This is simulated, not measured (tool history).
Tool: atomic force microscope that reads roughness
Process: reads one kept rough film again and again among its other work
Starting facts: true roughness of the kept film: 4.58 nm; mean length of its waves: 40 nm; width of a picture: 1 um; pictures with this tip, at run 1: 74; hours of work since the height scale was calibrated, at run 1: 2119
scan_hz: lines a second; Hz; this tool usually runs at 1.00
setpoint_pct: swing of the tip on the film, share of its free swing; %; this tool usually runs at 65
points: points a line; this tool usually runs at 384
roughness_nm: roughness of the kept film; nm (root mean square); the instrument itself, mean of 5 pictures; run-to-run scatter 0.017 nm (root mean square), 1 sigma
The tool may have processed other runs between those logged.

run   hour  scan_hz  setpoint_pct  points  pictures with this tip  hours of work since the height scale was calibrated  roughness_nm
  1    0.0     1.00            65     384                      74                                                 2119         3.951
  2   53.7     1.00            65     384                     160                                                 2155         3.775
      61.6  -- new tip fitted
  3  125.4     1.00            65     384                     102                                                 2202         3.929
     166.2  -- new tip fitted
  4  205.2     1.00            65     384                      62                                                 2255         3.973
  5  238.6     1.00            80     384                     116                                                 2277         3.681
     268.2  -- new tip fitted
  6  295.3     1.83            65     384                      43                                                 2315         3.898
  7  361.0     1.83            65     384                     148                                                 2359         3.682
     372.2  -- new tip fitted
  8  429.3     1.83            65     384                      91                                                 2404         3.762
     434.4  -- height scale calibrated on a step standard
     479.7  -- new tip fitted
  9  507.0     1.83            65     384                      43                                                   48         3.825
     582.2  -- new tip fitted
 10  582.2     0.81            55     314                       0                                                   98         4.137
 11  652.8     0.75            83     482                     112                                                  145         3.726
     685.9  -- new tip fitted
 12  687.3     1.16            66     435                       2                                                  168         4.007
     719.5  -- height scale calibrated on a step standard, once more
 13  753.0     1.16            66     435                     105                                                   22         3.877
     790.9  -- new tip fitted
 14  816.5     1.78            65     384                      41                                                   64         3.889
 15  853.6     1.72            65     384                     100                                                   89         3.798

4 ways to go on from here, each from the tool as it stands after run 15. What would each give?
     897.7  -- new tip fitted
  A  923.5     3.92            65     384                      41                                                  135             ?
     897.7  -- new tip fitted
  B  923.5     0.57            89     875                      41                                                  135             ?
     897.7  -- new tip fitted
  C  923.5     1.15            65     384                      41                                                  135             ?
     897.7  -- new tip fitted
  D  923.5     0.79            56     659                      41                                                  135             ?

run  roughness_nm
  A         3.560
  B         3.869
  C         4.015
  D         4.160
Without the tool's hidden state the same runs would have given:
run  roughness_nm
  A         3.636
  B         3.951
  C         4.101
  D         4.249
